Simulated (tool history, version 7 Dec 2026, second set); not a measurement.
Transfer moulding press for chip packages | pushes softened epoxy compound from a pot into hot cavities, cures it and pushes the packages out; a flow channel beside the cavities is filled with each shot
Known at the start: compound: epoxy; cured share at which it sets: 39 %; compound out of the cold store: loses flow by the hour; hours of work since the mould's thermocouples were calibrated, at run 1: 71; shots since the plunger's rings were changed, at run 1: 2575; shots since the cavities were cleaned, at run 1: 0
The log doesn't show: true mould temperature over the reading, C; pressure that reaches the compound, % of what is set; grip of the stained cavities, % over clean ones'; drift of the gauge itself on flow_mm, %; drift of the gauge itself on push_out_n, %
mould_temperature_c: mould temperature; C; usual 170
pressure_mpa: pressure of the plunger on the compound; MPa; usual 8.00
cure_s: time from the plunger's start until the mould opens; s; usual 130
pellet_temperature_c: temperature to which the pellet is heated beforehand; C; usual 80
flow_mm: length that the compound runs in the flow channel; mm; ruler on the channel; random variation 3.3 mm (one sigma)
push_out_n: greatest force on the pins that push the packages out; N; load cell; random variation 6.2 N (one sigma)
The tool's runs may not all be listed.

run	hour	mould_temperature_c	pressure_mpa	cure_s	pellet_temperature_c	hours of work since the mould's thermocouples were calibrated	shots since the plunger's rings were changed	shots since the cavities were cleaned	incoming compound's hours out of the cold store	flow_mm	push_out_n
1	0.0	170	8.00	130	80	71	2575	0	44.9	588	251
2	19.0	170	9.22	130	80	84	2779	204	42.1	641	307
3	38.7	170	9.22	130	80	97	2991	416	27.4	672	349
4	57.6	170	8.00	130	80	110	3195	620	40.5	596	371
5	69.4	170	8.00	130	80	118	3322	747	25.5	632	406
6	80.5	170	8.00	130	80	125	3440	865	45.4	585	397
7	99.9	170	8.00	130	80	139	3649	1074	14.8	659	431
# hour 111.7: plunger's sealing rings changed
# hour 113.2: cavities cleaned with cleaning compound and waxed
8	117.9	170	8.00	130	80	148	51	51	25.6	656	256
9	137.9	174	8.00	130	80	162	266	266	19.5	643	274
10	157.5	170	8.00	161	80	175	476	476	8.8	695	305
11	179.2	170	8.00	161	80	190	710	710	8.3	690	323
12	199.9	170	8.00	161	80	204	933	933	17.9	660	333
# hour 223.5: cavities cleaned with cleaning compound and waxed
13	224.2	170	8.00	161	80	220	1178	7	44.9	595	217
14	247.9	170	9.99	161	80	236	1434	263	18.5	739	270
15	270.6	170	8.00	130	80	251	1677	506	46.5	591	326
16	286.3	170	8.00	130	80	262	1847	676	28.2	636	386
17	297.3	170	8.00	130	80	270	1965	794	24.8	647	382
18	315.0	162	8.00	130	84	282	2155	984	45.9	619	635
# hour 334.2: cavities cleaned with cleaning compound and waxed
19	337.7	170	8.00	130	88	296	2383	37	32.3	626	249
20	347.8	168	9.97	130	88	303	2492	146	26.1	723	304
21	364.4	168	9.97	130	88	314	2671	325	46.1	663	331
22	377.9	175	8.22	167	80	324	2816	470	24.6	631	291
# hour 388.2: mould's thermocouples calibrated
23	402.4	171	6.34	160	75	10	3059	713	42.3	529	325
24	420.7	171	8.89	159	76	22	3255	909	10.3	700	338
25	443.5	165	7.49	159	76	38	3501	1155	16.4	657	422
# hour 446.3: cavities cleaned with cleaning compound and waxed
26	457.6	165	7.49	159	76	46	3636	121	22.6	638	286
# hour 470.0: plunger's sealing rings changed
27	472.7	170	7.68	168	80	55	29	257	15.0	670	272
28	490.4	170	7.68	168	80	67	220	448	11.2	672	288

The next listed run, before its measurement:
29	504.4	173	6.73	168	80	77	370	598	22.6	?	?

Run 29 gave flow_mm 592 mm, push_out_n 295 N.
Without the tool's hidden state the same run would have given flow_mm 594 mm, push_out_n 191 N.

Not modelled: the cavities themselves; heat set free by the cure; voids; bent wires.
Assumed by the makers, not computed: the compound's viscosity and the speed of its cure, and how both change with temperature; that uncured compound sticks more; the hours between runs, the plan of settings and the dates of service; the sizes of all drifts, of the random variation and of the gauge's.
